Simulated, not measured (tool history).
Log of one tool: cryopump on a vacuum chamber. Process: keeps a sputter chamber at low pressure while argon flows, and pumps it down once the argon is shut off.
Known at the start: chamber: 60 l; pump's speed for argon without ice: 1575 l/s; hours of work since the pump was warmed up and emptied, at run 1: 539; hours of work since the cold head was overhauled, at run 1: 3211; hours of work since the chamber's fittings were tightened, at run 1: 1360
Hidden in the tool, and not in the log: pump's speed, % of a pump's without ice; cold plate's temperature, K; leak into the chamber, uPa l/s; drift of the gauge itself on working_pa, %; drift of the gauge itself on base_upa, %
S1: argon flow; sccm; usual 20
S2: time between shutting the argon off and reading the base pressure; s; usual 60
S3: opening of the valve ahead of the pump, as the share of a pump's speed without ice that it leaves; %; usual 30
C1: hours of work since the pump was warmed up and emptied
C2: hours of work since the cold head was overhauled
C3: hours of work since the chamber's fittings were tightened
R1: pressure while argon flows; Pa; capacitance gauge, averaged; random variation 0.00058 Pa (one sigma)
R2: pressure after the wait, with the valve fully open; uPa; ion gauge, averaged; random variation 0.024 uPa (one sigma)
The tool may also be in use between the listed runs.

run 1 day=0.000 | S1=20 S2=60 S3=30 | C1=539 C2=3211 C3=1360 | R1=0.0788 R2=2.21
run 2 day=3.150 | S1=20 S2=60 S3=30 | C1=602 C2=3275 C3=1424 | R1=0.0801 R2=2.41
run 3 day=6.946 | S1=33 S2=60 S3=30 | C1=679 C2=3352 C3=1501 | R1=0.1336 R2=2.54
run 4 day=9.600 | S1=33 S2=60 S3=30 | C1=733 C2=3405 C3=1554 | R1=0.1356 R2=2.79
run 5 day=13.429 | S1=33 S2=60 S3=30 | C1=810 C2=3483 C3=1632 | R1=0.1371 R2=2.91
-- day=14.783 pump warmed up, emptied and cooled again
run 6 day=18.146 | S1=33 S2=60 S3=30 | C1=68 C2=3574 C3=1723 | R1=0.1212 R2=2.25
run 7 day=20.442 | S1=33 S2=60 S3=30 | C1=114 C2=3620 C3=1769 | R1=0.1211 R2=2.36
-- day=21.133 leaking fittings of the chamber tightened, without venting
run 8 day=24.321 | S1=20 S2=25 S3=30 | C1=191 C2=3697 C3=64 | R1=0.0742 R2=1.97
run 9 day=27.183 | S1=20 S2=60 S3=30 | C1=249 C2=3755 C3=122 | R1=0.0744 R2=1.05
run 10 day=31.571 | S1=20 S2=60 S3=30 | C1=338 C2=3844 C3=211 | R1=0.0764 R2=1.09
run 11 day=35.258 | S1=21 S2=60 S3=30 | C1=412 C2=3918 C3=286 | R1=0.0809 R2=1.21
run 12 day=38.367 | S1=20 S2=60 S3=30 | C1=475 C2=3981 C3=348 | R1=0.0788 R2=1.25
run 13 day=40.817 | S1=20 S2=60 S3=30 | C1=525 C2=4031 C3=398 | R1=0.0789 R2=1.41
run 14 day=44.950 | S1=20 S2=60 S3=35 | C1=608 C2=4114 C3=482 | R1=0.0696 R2=1.48
run 15 day=48.758 | S1=32 S2=60 S3=35 | C1=685 C2=4191 C3=559 | R1=0.1128 R2=1.62
run 16 day=53.338 | S1=25 S2=34 S3=35 | C1=778 C2=4284 C3=651 | R1=0.0887 R2=2.34
-- day=56.346 pump warmed up, emptied and cooled again
run 17 day=56.862 | S1=25 S2=34 S3=35 | C1=10 C2=4351 C3=718 | R1=0.0776 R2=2.00
run 18 day=60.179 | S1=22 S2=91 S3=36 | C1=77 C2=4418 C3=785 | R1=0.0670 R2=1.27
run 19 day=63.554 | S1=22 S2=91 S3=36 | C1=146 C2=4486 C3=854 | R1=0.0677 R2=1.37
run 20 day=67.721 | S1=14 S2=71 S3=30 | C1=230 C2=4570 C3=938 | R1=0.0523 R2=1.65

Run 21 comes next. What will it give?
run 21 day=71.754 | S1=19 S2=81 S3=18 | C1=312 C2=4652 C3=1019 | R1=? R2=?

{"run 21": {"R1": 0.1176, "R2": 1.64}}
Without the tool's hidden state the same run would have given R1 0.1136 Pa, R2 0.67 uPa.

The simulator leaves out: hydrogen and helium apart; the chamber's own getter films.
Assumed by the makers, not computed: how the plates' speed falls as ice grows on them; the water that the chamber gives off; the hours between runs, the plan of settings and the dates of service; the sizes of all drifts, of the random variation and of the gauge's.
